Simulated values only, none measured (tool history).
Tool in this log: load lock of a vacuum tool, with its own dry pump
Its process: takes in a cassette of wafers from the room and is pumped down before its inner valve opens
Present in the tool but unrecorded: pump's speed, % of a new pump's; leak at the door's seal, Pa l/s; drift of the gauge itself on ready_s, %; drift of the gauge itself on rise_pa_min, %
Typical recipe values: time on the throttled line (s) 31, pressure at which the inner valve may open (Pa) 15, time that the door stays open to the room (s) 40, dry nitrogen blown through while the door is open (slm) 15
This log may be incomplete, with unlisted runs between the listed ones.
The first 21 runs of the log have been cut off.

run,hour,time on the throttled line (s),pressure at which the inner valve may open (Pa),time that the door stays open to the room (s),dry nitrogen blown through while the door is open (slm),hours that the pump has run since its overhaul,times that the door has closed on its seal,"incoming humidity of the room's air, %",time from the closed door until the inner valve may open (s),rise of the pressure with all valves shut (Pa/min)
22,6818.3,31,11,40,15,5747,48462,43.2,75.4,0.299
23,7057.1,31,15,40,8,5985,48926,44.9,74.8,0.31
24,7262.1,31,22,132,15,6190,49325,47.7,71.3,0.307
25,7581.5,48,21,93,7,6510,49946,45.1,83.2,0.317
26,7940.6,48,10,42,14,6869,50644,49.4,88.1,0.322
27,8169.2,31,13,40,11,7098,51089,46.1,75.2,0.322
28,8422.5,40,16,40,8,7351,51581,47.2,80,0.329
29,8819.1,40,16,40,8,7747,52352,46.5,80.9,0.341
30,9175.7,40,16,40,8,8104,53046,47.5,81.3,0.348
31,9603.6,46,22,40,5,8532,53878,44.9,84,0.357
32,9887.9,19,28,194,6,8816,54431,43.8,62.8,0.364
33,10337.5,32,28,194,6,9266,55305,41.7,72.3,0.373
34,10680.3,19,15,40,15,9609,55972,41,67.3,0.361

What if the next run were any one of these 4? Each begins from the tool's condition after run 34:
A,11072.1,54,15,33,15,10000,56733,45.6,?,?
B,11072.1,31,25,40,35,10000,56733,44.1,?,?
C,11072.1,34,15,40,15,10000,56733,45.8,?,?
D,11072.1,35,15,32,12,10000,56733,42,?,?

run,time from the closed door until the inner valve may open (s),rise of the pressure with all valves shut (Pa/min)
A,92.6,0.369
B,72.8,0.368
C,79.1,0.377
D,78.3,0.374
What these runs would have given with no unlogged condition in the tool:
run,time from the closed door until the inner valve may open (s),rise of the pressure with all valves shut (Pa/min)
A,89,0.008
B,68.8,0.007
C,74.9,0.013
D,74.2,0.01
